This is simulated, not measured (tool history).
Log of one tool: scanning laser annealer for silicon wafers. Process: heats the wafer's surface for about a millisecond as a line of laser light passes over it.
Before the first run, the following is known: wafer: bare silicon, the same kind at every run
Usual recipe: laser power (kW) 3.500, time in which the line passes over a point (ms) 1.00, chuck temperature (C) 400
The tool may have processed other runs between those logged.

run,hour,laser power (kW),time in which the line passes over a point (ms),chuck temperature (C),highest temperature of the surface (C)
1,0.0,3.500,1.00,400,1210
2,34.1,3.500,1.00,400,1211
3,80.8,3.500,1.00,374,1176
4,116.3,3.500,1.00,400,1203
5,160.3,3.500,1.00,400,1200
6,210.4,3.500,1.00,400,1199
7,238.9,3.500,0.82,400,1108
8,270.8,3.500,1.00,400,1193
9,311.2,3.500,1.00,400,1194
10,359.5,3.500,1.00,400,1208
11,405.3,3.500,1.00,400,1199
12,438.5,3.500,1.00,400,1200
13,480.0,3.500,1.00,400,1200
14,519.3,3.188,1.00,400,1118
15,547.1,3.724,1.00,400,1255
16,593.6,3.724,1.00,413,1260
17,625.3,3.500,1.00,394,1183
18,646.9,3.735,1.00,363,1212
19,683.7,3.729,1.16,405,1329
20,719.8,3.500,0.85,407,1117
21,742.2,3.500,0.85,428,1136
22,791.5,3.623,1.23,421,1340
23,817.7,3.627,1.19,363,1264
24,865.1,3.070,1.05,379,1071
25,900.1,3.331,1.05,390,1186
26,947.3,3.590,1.08,427,1303
27,994.9,3.500,0.77,393,1093
28,1021.5,3.500,0.88,408,1160
29,1051.0,3.500,0.76,432,1120
30,1085.7,3.606,1.24,416,1370
31,1135.8,3.648,0.75,373,1085
32,1173.3,3.648,0.75,373,1080
33,1196.0,3.648,0.75,391,1097
34,1231.4,3.380,1.00,400,1168

Withheld: 4 entries from between the runs. Position of each, and hidden state at the listed run before versus the listed run after:
From run 9 to run 10: optics aligned, line set to its width (hour 345.0)
  light that passes the window, % of a clean one's: 98.17 -> 97.96; laser's true power over the reading, %: -0.04 -> -0.05; width of the line over the set one, %: 3.47 -> 0.04
  measured less the result without the state, highest temperature of the surface (C): -31 -> -19
From run 13 to run 14: laser's power meter calibrated (hour 485.9)
  light that passes the window, % of a clean one's: 97.35 -> 97.18; laser's true power over the reading, %: -0.09 -> -0.14; width of the line over the set one, %: 0.21 -> 0.26
  measured less the result without the state, highest temperature of the surface (C): -26 -> -26
From run 22 to run 23: laser's power meter calibrated, once more (hour 807.3)
  light that passes the window, % of a clean one's: 95.75 -> 95.63; laser's true power over the reading, %: -0.22 -> -0.09; width of the line over the set one, %: 0.66 -> 0.7
  measured less the result without the state, highest temperature of the surface (C): -52 -> -50
From run 24 to run 25: window over the wafer cleaned (hour 895.3)
  light that passes the window, % of a clean one's: 95.4 -> 99.87; laser's true power over the reading, %: -0.11 -> -0.12; width of the line over the set one, %: 0.76 -> 0.81
  measured less the result without the state, highest temperature of the surface (C): -41 -> -5
